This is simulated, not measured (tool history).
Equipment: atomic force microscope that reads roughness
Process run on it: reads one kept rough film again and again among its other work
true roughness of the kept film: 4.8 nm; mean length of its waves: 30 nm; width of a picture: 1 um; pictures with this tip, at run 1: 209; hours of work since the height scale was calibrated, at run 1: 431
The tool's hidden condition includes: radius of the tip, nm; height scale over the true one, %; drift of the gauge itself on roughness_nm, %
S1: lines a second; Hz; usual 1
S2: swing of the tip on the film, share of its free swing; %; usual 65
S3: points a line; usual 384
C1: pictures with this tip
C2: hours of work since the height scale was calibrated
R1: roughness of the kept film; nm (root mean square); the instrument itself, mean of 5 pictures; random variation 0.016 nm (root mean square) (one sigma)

| run | day | S1 | S2 | S3 | C1 | C2 | R1 |
|---|---|---|---|---|---|---|---|
| 1 | 0 | 1 | 65 | 384 | 209 | 431 | 3.023 |
|  | 0.254 | new tip fitted |
| 2 | 0.954 | 1.06 | 65 | 384 | 24 | 441 | 3.586 |
| 3 | 1.492 | 1.06 | 65 | 384 | 42 | 447 | 3.525 |
| 4 | 2.292 | 1 | 65 | 384 | 70 | 457 | 3.455 |
| 5 | 3.183 | 1 | 65 | 384 | 100 | 467 | 3.332 |
| 6 | 3.954 | 2.08 | 65 | 384 | 127 | 476 | 3.177 |
| 7 | 5.042 | 1 | 66 | 384 | 164 | 488 | 3.095 |
| 8 | 5.988 | 1 | 55 | 384 | 197 | 499 | 3.055 |
|  | 6.667 | new tip fitted |
| 9 | 6.975 | 0.73 | 65 | 384 | 11 | 510 | 3.73 |
| 10 | 7.721 | 0.73 | 65 | 384 | 36 | 519 | 3.64 |
| 11 | 8.754 | 0.73 | 65 | 384 | 72 | 531 | 3.474 |
| 12 | 9.429 | 0.73 | 65 | 384 | 95 | 539 | 3.382 |
| 13 | 10.112 | 1 | 65 | 384 | 118 | 547 | 3.292 |
| 14 | 11.25 | 1 | 65 | 384 | 157 | 560 | 3.166 |
| 15 | 12.188 | 1 | 65 | 384 | 190 | 570 | 3.056 |
|  | 13.042 | new tip fitted |
| 16 | 13.112 | 1 | 65 | 384 | 3 | 581 | 3.753 |
| 17 | 13.833 | 1 | 65 | 384 | 27 | 589 | 3.686 |
| 18 | 14.862 | 1 | 65 | 384 | 63 | 601 | 3.487 |
| 19 | 15.5 | 1 | 65 | 858 | 85 | 608 | 3.437 |
| 20 | 16.412 | 1.11 | 85 | 384 | 116 | 619 | 3.106 |
| 21 | 17.079 | 1.11 | 85 | 384 | 139 | 627 | 3.044 |
| 22 | 17.933 | 1.45 | 57 | 384 | 168 | 636 | 3.119 |
| 23 | 18.433 | 2.18 | 57 | 256 | 185 | 642 | 3.028 |
| 24 | 19.079 | 2.18 | 56 | 402 | 208 | 650 | 3.017 |
|  | 19.417 | new tip fitted |
| 25 | 19.908 | 2.18 | 56 | 402 | 17 | 659 | 3.693 |
| 26 | 20.462 | 2.18 | 56 | 402 | 36 | 665 | 3.64 |
| 27 | 21.592 | 2.18 | 56 | 402 | 75 | 678 | 3.477 |
| 28 | 22.225 | 3.21 | 58 | 362 | 97 | 686 | 3.314 |
| 29 | 23.146 | 3.1 | 79 | 627 | 128 | 696 | 2.891 |
| 30 | 24.192 | 1.12 | 79 | 485 | 164 | 708 | 3.043 |
| 31 | 25.158 | 1.17 | 82 | 485 | 197 | 719 | 2.934 |
|  | 25.762 | new tip fitted |
| 32 | 25.888 | 1 | 65 | 616 | 4 | 728 | 3.789 |
| 33 | 26.342 | 1.97 | 61 | 673 | 19 | 733 | 3.631 |
| 34 | 27.208 | 0.88 | 59 | 384 | 49 | 743 | 3.607 |
| 35 | 27.733 | 0.83 | 77 | 517 | 67 | 749 | 3.451 |
| 36 | 28.308 | 1.06 | 67 | 471 | 87 | 756 | 3.409 |
| 37 | 29.079 | 1.06 | 67 | 471 | 113 | 764 | 3.315 |

Entry by entry between the runs, the difference in hidden state between the last listed run before and the first listed run after:
After run 1, before run 2: new tip fitted (day 0.254)
  radius of the tip, nm: 25 -> 13.4; height scale over the true one, %: -0.4 -> -0.41
  the result without the hidden state subtracted from the measured one, R1: -0.805 -> -0.231 nm (root mean square)
After run 8, before run 9: new tip fitted (day 6.667)
  radius of the tip, nm: 25.5 -> 11.6; height scale over the true one, %: -0.46 -> -0.47
  the result without the hidden state subtracted from the measured one, R1: -0.839 -> -0.124 nm (root mean square)
After run 15, before run 16: new tip fitted (day 13.042)
  radius of the tip, nm: 24.3 -> 11; height scale over the true one, %: -0.53 -> -0.54
  the result without the hidden state subtracted from the measured one, R1: -0.78 -> -0.083 nm (root mean square)
After run 24, before run 25: new tip fitted (day 19.417)
  radius of the tip, nm: 25.4 -> 11.3; height scale over the true one, %: -0.6 -> -0.61
  the result without the hidden state subtracted from the measured one, R1: -0.833 -> -0.108 nm (root mean square)
After run 31, before run 32: new tip fitted (day 25.762)
  radius of the tip, nm: 24.6 -> 10.9; height scale over the true one, %: -0.66 -> -0.67
  the result without the hidden state subtracted from the measured one, R1: -0.767 -> -0.082 nm (root mean square)
